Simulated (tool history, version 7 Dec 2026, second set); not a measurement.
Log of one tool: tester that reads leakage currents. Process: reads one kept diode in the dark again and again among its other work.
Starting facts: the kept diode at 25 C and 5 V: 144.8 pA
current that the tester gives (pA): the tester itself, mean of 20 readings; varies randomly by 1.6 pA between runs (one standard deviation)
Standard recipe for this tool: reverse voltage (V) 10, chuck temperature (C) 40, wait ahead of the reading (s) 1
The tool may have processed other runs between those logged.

run	hour	reverse voltage (V)	chuck temperature (C)	wait ahead of the reading (s)	current that the tester gives (pA)
1	0	10	40	1	526.16
2	26.5	10	40	0.55	525.92
3	45.4	10	40	0.55	525.64
4	77.2	10	22	1	152.02
5	104.5	10	22	1	153.12
6	127.7	10	22	1	152.43
7	142.7	10	22	1	151.85
8	162.6	10	40	0.45	522.86
9	181	10	40	0.45	524.01
10	213.4	10	40	1	522.38
11	237.2	10	40	1	525.69
12	255.7	10	40	1	523.34
13	274.1	10	40	1.24	525.98
14	300.7	10	40	1.24	525.71
15	324.5	10	40	1.24	523.79
16	347.3	10	45	0.44	733.36
17	375.8	5.6	55	2.7	1119.74
# hour 396.3: probe card cleaned and baked
18	400.6	10	40	9.2	511.68
19	420.5	10	40	9.2	510.66
20	452	10	40	9.2	509.09
21	479.9	2.9	40	1.92	344.85
22	511.4	9.9	24	0.93	162.65
23	533.1	1.4	24	0.93	87.18
24	550.5	1.4	24	0.93	87.38
25	577.2	10	57	2.68	1518.6
26	590.9	7.2	40	4.68	459.64
27	618.4	1.8	40	1	296.26

Each row is a separate what-if for the run after 27, all from the same tool condition, not one after another. Results?
A	643.2	1	40	1	?
B	643.2	1.6	40	1	?
C	643.2	17	38	4.3	?

run	current that the tester gives (pA)
A	243.83
B	284.23
C	528.37
With the hidden condition removed and each run's random variation left untouched, the same runs would have given:
run	current that the tester gives (pA)
A	250.51
B	292
C	542.14

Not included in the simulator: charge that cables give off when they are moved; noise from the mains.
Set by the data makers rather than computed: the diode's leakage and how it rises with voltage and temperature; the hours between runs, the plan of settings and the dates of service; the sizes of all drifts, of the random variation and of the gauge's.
